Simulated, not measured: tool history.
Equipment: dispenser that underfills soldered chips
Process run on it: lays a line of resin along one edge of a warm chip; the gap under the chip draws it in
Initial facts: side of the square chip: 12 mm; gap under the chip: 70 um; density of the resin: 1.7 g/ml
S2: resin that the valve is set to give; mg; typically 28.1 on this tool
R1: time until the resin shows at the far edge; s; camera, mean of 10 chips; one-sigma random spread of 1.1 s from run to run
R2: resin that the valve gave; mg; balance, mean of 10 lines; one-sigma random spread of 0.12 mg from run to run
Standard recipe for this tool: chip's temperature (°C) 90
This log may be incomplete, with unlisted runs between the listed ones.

{"run": 1, "hour": 0.0, "chip's temperature (°C)": 90, "S2": 28.1, "R1": 110.5, "R2": 27.08}
{"hour": 2.5, "done": "dispensing valve cleaned and set on the balance"}
{"run": 2, "hour": 4.9, "chip's temperature (°C)": 90, "S2": 25.5, "R1": 121.9, "R2": 25.36}
{"run": 3, "hour": 8.2, "chip's temperature (°C)": 90, "S2": 25.5, "R1": 136.4, "R2": 25.32}
{"run": 4, "hour": 11.4, "chip's temperature (°C)": 90, "S2": 25.5, "R1": 149.8, "R2": 25.24}
{"hour": 15.1, "done": "new syringe of resin"}
{"run": 5, "hour": 18.4, "chip's temperature (°C)": 90, "S2": 25.5, "R1": 118.3, "R2": 25.4}
{"run": 6, "hour": 24.0, "chip's temperature (°C)": 90, "S2": 28.1, "R1": 138.9, "R2": 27.69}
{"run": 7, "hour": 28.0, "chip's temperature (°C)": 90, "S2": 28.1, "R1": 153.3, "R2": 28.12}
{"hour": 31.1, "done": "new syringe of resin"}
{"run": 8, "hour": 34.9, "chip's temperature (°C)": 90, "S2": 33.7, "R1": 117.9, "R2": 33.26}
{"run": 9, "hour": 39.4, "chip's temperature (°C)": 90, "S2": 25.6, "R1": 138.9, "R2": 25.22}
{"run": 10, "hour": 42.6, "chip's temperature (°C)": 82, "S2": 28.1, "R1": 189.2, "R2": 27.77}
{"run": 11, "hour": 46.0, "chip's temperature (°C)": 75, "S2": 27.5, "R1": 269.3, "R2": 27.07}
{"hour": 46.9, "done": "new syringe of resin"}
{"run": 12, "hour": 50.3, "chip's temperature (°C)": 75, "S2": 27.5, "R1": 189.7, "R2": 27.01}
{"run": 13, "hour": 54.6, "chip's temperature (°C)": 105, "S2": 25.9, "R1": 81.7, "R2": 25.32}
{"run": 14, "hour": 58.4, "chip's temperature (°C)": 105, "S2": 25.9, "R1": 89.2, "R2": 25.2}
{"hour": 62.6, "done": "new syringe of resin"}
{"run": 15, "hour": 62.6, "chip's temperature (°C)": 105, "S2": 25.9, "R1": 68.8, "R2": 25.39}
{"run": 16, "hour": 67.5, "chip's temperature (°C)": 105, "S2": 25.9, "R1": 80.0, "R2": 25.13}
{"run": 17, "hour": 72.1, "chip's temperature (°C)": 105, "S2": 25.9, "R1": 89.3, "R2": 25.21}
{"run": 18, "hour": 75.4, "chip's temperature (°C)": 82, "S2": 31.6, "R1": 200.5, "R2": 30.75}
{"hour": 78.4, "done": "new syringe of resin"}
{"run": 19, "hour": 80.0, "chip's temperature (°C)": 82, "S2": 31.9, "R1": 145.4, "R2": 31.08}
{"run": 20, "hour": 84.7, "chip's temperature (°C)": 92, "S2": 26.7, "R1": 119.1, "R2": 25.96}

Each run again, without the hidden state but with its own random variation kept:
Hidden conditions of the tool in this case: resin's viscosity, % of fresh resin's; dose that the valve gives, % of what is set; true chip temperature over the reading, C; drift of the gauge itself on fill_s, %; drift of the gauge itself on given_mg, %.
run=1 R1=103.0 R2=28.14
run=2 R1=102.4 R2=25.44
run=3 R1=104.7 R2=25.43
run=4 R1=104.9 R2=25.37
run=5 R1=103.4 R2=25.59
run=6 R1=104.2 R2=27.95
run=7 R1=102.9 R2=28.42
run=8 R1=101.6 R2=33.68
run=9 R1=105.6 R2=25.59
run=10 R1=131.3 R2=28.21
run=11 R1=169.8 R2=27.52
run=12 R1=169.3 R2=27.51
run=13 R1=64.9 R2=25.82
run=14 R1=63.9 R2=25.73
run=15 R1=65.4 R2=25.96
run=16 R1=66.4 R2=25.74
run=17 R1=65.3 R2=25.86
run=18 R1=133.4 R2=31.58
run=19 R1=133.9 R2=31.98
run=20 R1=96.2 R2=26.75
